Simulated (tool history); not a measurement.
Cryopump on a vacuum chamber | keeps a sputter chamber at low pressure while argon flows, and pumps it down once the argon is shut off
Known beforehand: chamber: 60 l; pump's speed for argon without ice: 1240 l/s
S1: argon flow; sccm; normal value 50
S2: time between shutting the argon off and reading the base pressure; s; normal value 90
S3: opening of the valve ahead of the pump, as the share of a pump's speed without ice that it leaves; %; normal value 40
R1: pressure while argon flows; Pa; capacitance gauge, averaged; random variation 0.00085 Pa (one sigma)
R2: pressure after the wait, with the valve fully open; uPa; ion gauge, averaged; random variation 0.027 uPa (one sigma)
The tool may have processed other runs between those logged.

run,hour,S1,S2,S3,R1,R2
1,0.0,50,90,40,0.1832,3.87
2,59.0,50,90,40,0.1855,3.93
3,113.1,50,90,40,0.1856,3.96
4,154.5,50,90,40,0.1868,4.07
5,196.0,50,90,21,0.3420,4.11
6,236.7,50,90,21,0.3432,4.15
7,265.7,50,90,21,0.3424,4.24
8,308.9,50,90,21,0.3462,4.20
9,367.2,50,90,21,0.3463,4.33
10,395.8,56,90,40,0.2159,4.42
11,452.1,56,90,40,0.2159,4.46
12,481.4,50,90,40,0.1943,4.54
13,535.6,50,90,40,0.1979,4.57
14,570.0,58,90,40,0.2292,4.63
15,630.5,58,90,23,0.3797,4.77
16,680.8,50,90,40,0.2010,4.76
# hour 705.0: leaking fittings of the chamber tightened, without venting
17,727.0,71,90,40,0.2842,1.36
# hour 750.4: pump warmed up, emptied and cooled again
18,789.0,39,90,40,0.1355,1.19
19,819.6,22,90,42,0.0709,1.23
20,856.2,23,32,40,0.0806,2.93
21,906.0,34,291,17,0.2740,0.65
22,961.2,34,241,17,0.2775,0.69
23,1008.0,38,50,23,0.2312,2.05
24,1065.2,47,90,40,0.1662,1.34
25,1101.9,50,90,34,0.2077,1.34
26,1130.4,50,90,34,0.2068,1.40
27,1179.0,26,90,49,0.0773,1.41
28,1221.5,26,90,49,0.0765,1.43
29,1252.5,37,21,24,0.2174,4.46
30,1290.7,22,144,25,0.1264,1.07
31,1344.9,22,144,25,0.1249,1.15
32,1393.9,22,144,25,0.1235,1.16
33,1419.6,58,110,30,0.2788,1.36

What would each run have given without the hidden state, its run-to-run variation left as it was?
Hidden state present: pump's speed, % of a pump's without ice; cold plate's temperature, K; leak into the chamber, uPa l/s; drift of the gauge itself on working_pa, %; drift of the gauge itself on base_upa, %.
run,R1,R2
1,0.1698,1.17
2,0.1708,1.18
3,0.1699,1.17
4,0.1702,1.17
5,0.3244,1.17
6,0.3246,1.14
7,0.3233,1.18
8,0.3259,1.14
9,0.3246,1.18
10,0.1908,1.21
11,0.1894,1.18
12,0.1698,1.18
13,0.1719,1.18
14,0.1979,1.19
15,0.3461,1.20
16,0.1708,1.18
17,0.2396,1.23
18,0.1339,1.16
19,0.0698,1.18
20,0.0791,2.87
21,0.2713,0.56
22,0.2742,0.58
23,0.2269,1.93
24,0.1601,1.19
25,0.2005,1.17
26,0.1991,1.21
27,0.0728,1.20
28,0.0717,1.20
29,0.2101,4.22
30,0.1216,0.81
31,0.1197,0.86
32,0.1180,0.85
33,0.2636,1.03

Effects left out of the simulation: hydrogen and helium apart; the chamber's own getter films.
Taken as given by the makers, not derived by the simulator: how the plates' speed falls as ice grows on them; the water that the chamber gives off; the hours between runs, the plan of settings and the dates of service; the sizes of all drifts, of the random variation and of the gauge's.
